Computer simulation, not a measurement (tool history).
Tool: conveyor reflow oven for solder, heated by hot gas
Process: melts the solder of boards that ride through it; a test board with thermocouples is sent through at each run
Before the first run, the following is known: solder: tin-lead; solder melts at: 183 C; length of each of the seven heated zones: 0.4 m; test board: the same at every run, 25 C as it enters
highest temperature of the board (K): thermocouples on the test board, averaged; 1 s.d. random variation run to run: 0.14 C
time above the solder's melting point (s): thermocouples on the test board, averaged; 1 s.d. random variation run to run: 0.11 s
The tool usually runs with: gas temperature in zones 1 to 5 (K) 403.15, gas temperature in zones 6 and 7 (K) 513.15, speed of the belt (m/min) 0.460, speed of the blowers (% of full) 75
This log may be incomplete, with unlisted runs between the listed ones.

| run | hour | gas temperature in zones 1 to 5 (K) | gas temperature in zones 6 and 7 (K) | speed of the belt (m/min) | speed of the blowers (% of full) | highest temperature of the board (K) | time above the solder's melting point (s) |
|---|---|---|---|---|---|---|---|
| 1 | 0.0 | 403.15 | 513.15 | 0.460 | 75 | 500.45 | 85.0 |
| 2 | 13.3 | 403.15 | 513.15 | 0.460 | 75 | 500.45 | 85.2 |
| 3 | 19.6 | 403.15 | 513.15 | 0.460 | 75 | 500.45 | 85.0 |
| 4 | 33.1 | 403.15 | 513.15 | 0.460 | 54 | 496.35 | 80.6 |
| 5 | 41.8 | 403.15 | 513.15 | 0.460 | 54 | 496.25 | 80.6 |
| 6 | 49.0 | 403.15 | 513.15 | 0.460 | 75 | 500.45 | 85.1 |
| 7 | 63.2 | 403.15 | 513.15 | 0.460 | 75 | 500.55 | 85.1 |
| 8 | 76.8 | 403.15 | 526.15 | 0.460 | 75 | 512.45 | 93.3 |
| 9 | 91.2 | 418.15 | 513.15 | 0.460 | 75 | 501.95 | 92.8 |
| 10 | 97.7 | 418.15 | 513.15 | 0.460 | 75 | 502.15 | 92.8 |
| 11 | 108.2 | 403.15 | 513.15 | 0.460 | 75 | 500.55 | 85.0 |
| 12 | 122.5 | 403.15 | 513.15 | 0.460 | 75 | 500.65 | 85.0 |
| 13 | 135.8 | 403.15 | 513.15 | 0.460 | 75 | 500.55 | 85.0 |
| 14 | 145.1 | 403.15 | 502.15 | 0.460 | 75 | 490.15 | 76.2 |
| 15 | 163.0 | 403.15 | 502.15 | 0.460 | 75 | 490.25 | 76.2 |
| 16 | 172.1 | 403.15 | 513.15 | 0.460 | 63 | 498.15 | 82.7 |
| 17 | 187.7 | 414.15 | 513.15 | 0.460 | 63 | 500.15 | 89.0 |
| 18 | 203.8 | 405.15 | 525.15 | 0.373 | 57 | 514.65 | 117.8 |
| 19 | 215.8 | 391.15 | 518.15 | 0.387 | 64 | 507.05 | 102.8 |
| 20 | 231.4 | 391.15 | 518.15 | 0.387 | 64 | 507.15 | 102.3 |
| 21 | 240.2 | 415.15 | 505.15 | 0.395 | 76 | 497.95 | 104.0 |
| 22 | 248.1 | 403.15 | 502.15 | 0.536 | 75 | 485.95 | 60.0 |
| 23 | 256.0 | 403.15 | 517.15 | 0.536 | 70 | 498.15 | 70.4 |
| 24 | 269.3 | 403.15 | 502.15 | 0.536 | 70 | 484.75 | 58.6 |
| 25 | 281.7 | 403.15 | 513.15 | 0.414 | 67 | 502.45 | 96.4 |
| 26 | 296.1 | 401.15 | 523.15 | 0.486 | 70 | 506.55 | 83.8 |
| 27 | 309.3 | 403.15 | 518.15 | 0.460 | 74 | 504.75 | 88.3 |
| 28 | 321.7 | 416.15 | 501.15 | 0.511 | 75 | 488.45 | 71.7 |
| 29 | 334.3 | 416.15 | 501.15 | 0.511 | 75 | 488.75 | 71.7 |
| 30 | 346.2 | 416.15 | 501.15 | 0.495 | 75 | 489.35 | 74.9 |

Removed from this log: 2 entries logged between the listed runs. Between which two listed runs does each belong, and how does the tool's hidden state at the listed run before it compare with that at the listed run after it?
In the gap between runs 14 and 15: flux residue cleaned out of gas plates and filters (hour 163.0)
  heat that the gas passes to the board, % of a clean oven's: 99.9 -> 100
In the gap between runs 17 and 18: thermocouples of zones 6 and 7 changed (hour 194.7)
  true gas temperature in zones 6 and 7 over the reading, C: -0.04 -> 0
